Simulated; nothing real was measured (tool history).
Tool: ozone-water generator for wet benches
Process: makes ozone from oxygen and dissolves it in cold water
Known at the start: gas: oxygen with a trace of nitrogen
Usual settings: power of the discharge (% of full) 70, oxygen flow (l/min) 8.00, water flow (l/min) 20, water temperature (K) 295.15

| run | hour | power of the discharge (% of full) | oxygen flow (l/min) | water flow (l/min) | water temperature (K) | dissolved ozone (ppm) | ozone in the gas ahead of the water (g/m3) |
|---|---|---|---|---|---|---|---|
| 1 | 0.0 | 70 | 8.00 | 20 | 295.15 | 18.6 | 153.6 |
| 2 | 120.9 | 70 | 8.00 | 20 | 295.15 | 18.4 | 153.4 |
| 3 | 191.0 | 70 | 8.00 | 20 | 295.15 | 18.6 | 153.6 |
|  | 253.1 | contactor cleaned |
| 4 | 313.6 | 70 | 4.01 | 20 | 295.15 | 18.9 | 208.0 |
| 5 | 423.9 | 70 | 4.01 | 20 | 295.15 | 18.7 | 208.9 |
| 6 | 538.3 | 70 | 4.01 | 20 | 295.15 | 18.8 | 207.9 |
| 7 | 652.3 | 70 | 4.01 | 20 | 295.15 | 18.5 | 206.8 |
| 8 | 742.2 | 70 | 4.01 | 20 | 295.15 | 18.8 | 208.1 |
| 9 | 807.0 | 70 | 5.32 | 20 | 295.15 | 19.3 | 182.1 |
| 10 | 878.2 | 70 | 8.00 | 20 | 297.15 | 18.7 | 154.2 |
| 11 | 978.4 | 70 | 8.00 | 20 | 297.15 | 18.4 | 152.7 |

The next listed run, before its measurement:
| 12 | 1081.2 | 42 | 5.87 | 21 | 295.15 | ? | ? |

Run 12 gave dissolved ozone (ppm) 14.5, ozone in the gas ahead of the water (g/m3) 134.8.
Without the tool's hidden state the same run would have given dissolved ozone (ppm) 15.1, ozone in the gas ahead of the water (g/m3) 139.6.

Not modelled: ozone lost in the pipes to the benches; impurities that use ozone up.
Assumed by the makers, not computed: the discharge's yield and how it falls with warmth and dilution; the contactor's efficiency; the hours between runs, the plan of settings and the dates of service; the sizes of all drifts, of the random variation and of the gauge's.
